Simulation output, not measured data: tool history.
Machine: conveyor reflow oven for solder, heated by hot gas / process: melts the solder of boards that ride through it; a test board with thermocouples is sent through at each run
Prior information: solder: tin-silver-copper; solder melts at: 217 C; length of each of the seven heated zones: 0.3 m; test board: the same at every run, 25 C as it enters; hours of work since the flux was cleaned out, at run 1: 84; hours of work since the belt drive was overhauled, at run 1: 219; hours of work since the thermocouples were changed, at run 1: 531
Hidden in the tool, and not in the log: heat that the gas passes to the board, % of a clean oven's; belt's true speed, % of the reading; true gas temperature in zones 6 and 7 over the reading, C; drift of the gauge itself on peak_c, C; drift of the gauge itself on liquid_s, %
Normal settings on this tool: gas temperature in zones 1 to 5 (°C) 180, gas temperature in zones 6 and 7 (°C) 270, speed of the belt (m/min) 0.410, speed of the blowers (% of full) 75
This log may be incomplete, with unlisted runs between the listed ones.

run   hour  gas temperature in zones 1 to 5 (°C)  gas temperature in zones 6 and 7 (°C)  speed of the belt (m/min)  speed of the blowers (% of full)  hours of work since the flux was cleaned out  hours of work since the belt drive was overhauled  hours of work since the thermocouples were changed  highest temperature of the board (°C)  time above the solder's melting point (s)
  1    0.0                                   180                                    270                      0.410                                75                                            84                                                219                                                 531                                  254.7                                       69.9
  2   16.5                                   180                                    270                      0.410                                75                                            95                                                230                                                 542                                  255.1                                       70.5
  3   30.6                                   180                                    270                      0.410                                75                                           104                                                239                                                 552                                  254.3                                       69.8
  4   43.4                                   180                                    271                      0.410                                75                                           113                                                248                                                 560                                  255.4                                       70.8
  5   56.9                                   180                                    271                      0.410                                75                                           122                                                257                                                 569                                  255.9                                       70.1
  6   73.3                                   180                                    271                      0.410                                75                                           133                                                268                                                 580                                  254.9                                       70.9
  7   85.6                                   180                                    271                      0.410                                75                                           141                                                276                                                 588                                  254.7                                       69.9
  8   93.5                                   170                                    271                      0.410                                75                                           146                                                281                                                 594                                  252.9                                       65.2
  9  107.9                                   170                                    271                      0.410                                75                                           156                                                291                                                 603                                  252.4                                       64.5
 10  125.5                                   180                                    270                      0.410                                55                                           167                                                302                                                 615                                  248.7                                       62.9
     131.9  -- flux residue cleaned out of gas plates and filters
 11  140.5                                   180                                    270                      0.410                                55                                             6                                                309                                                 621                                  247.9                                       62.3
 12  158.0                                   180                                    270                      0.410                                55                                            17                                                321                                                 633                                  247.5                                       62.4
 13  172.6                                   180                                    270                      0.368                                55                                            27                                                330                                                 643                                  251.0                                       75.1
 14  184.9                                   180                                    270                      0.368                                55                                            35                                                338                                                 651                                  251.6                                       74.9
 15  193.8                                   188                                    270                      0.410                                75                                            41                                                344                                                 657                                  254.7                                       73.8
 16  205.7                                   188                                    270                      0.425                                75                                            49                                                352                                                 665                                  253.4                                       69.9

Run 17 comes next. What will it give?
 17  215.7                                   173                                    280                      0.362                                75                                            56                                                359                                                 671                                      ?                                          ?

highest temperature of the board (°C): 264.5
time above the solder's melting point (s): 84.7
With no hidden state in the tool, this same run would have given highest temperature of the board (°C) 267.6, time above the solder's melting point (s) 86.7.

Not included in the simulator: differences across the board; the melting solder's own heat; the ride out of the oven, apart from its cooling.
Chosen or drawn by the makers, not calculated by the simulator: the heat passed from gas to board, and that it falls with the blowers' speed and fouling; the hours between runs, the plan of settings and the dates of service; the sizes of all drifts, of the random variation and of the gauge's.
